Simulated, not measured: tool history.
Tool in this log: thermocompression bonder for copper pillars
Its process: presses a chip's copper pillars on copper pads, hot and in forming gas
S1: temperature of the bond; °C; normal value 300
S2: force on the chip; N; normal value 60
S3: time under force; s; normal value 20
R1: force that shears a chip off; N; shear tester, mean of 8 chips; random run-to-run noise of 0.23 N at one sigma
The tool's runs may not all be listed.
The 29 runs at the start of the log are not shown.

run,hour,S1,S2,S3,R1
30,1982.5,275,60,47,64.6
31,2079.2,281,54,19,44.6
32,2141.5,281,54,19,44.5
33,2227,281,54,19,44.6
34,2306.4,312,47,29,62.7
35,2379.4,312,47,29,62.8
36,2420,282,41,36,42.6
# hour 2446.8: forming gas filter changed
37,2492.7,293,60,20,60.6
38,2535.5,281,82,27,80

Below are 4 alternative next runs, each starting from the tool's condition after run 38. Predict each:
A,2576.4,277,82,25,?
B,2576.4,320,60,20,?
C,2576.4,281,43,33,?
D,2576.4,312,36,28,?

run,R1
A,75.1
B,77.7
C,44.6
D,47.9
What these runs would have given with no unlogged condition in the tool:
run,R1
A,69.5
B,73.4
C,40.3
D,44.2

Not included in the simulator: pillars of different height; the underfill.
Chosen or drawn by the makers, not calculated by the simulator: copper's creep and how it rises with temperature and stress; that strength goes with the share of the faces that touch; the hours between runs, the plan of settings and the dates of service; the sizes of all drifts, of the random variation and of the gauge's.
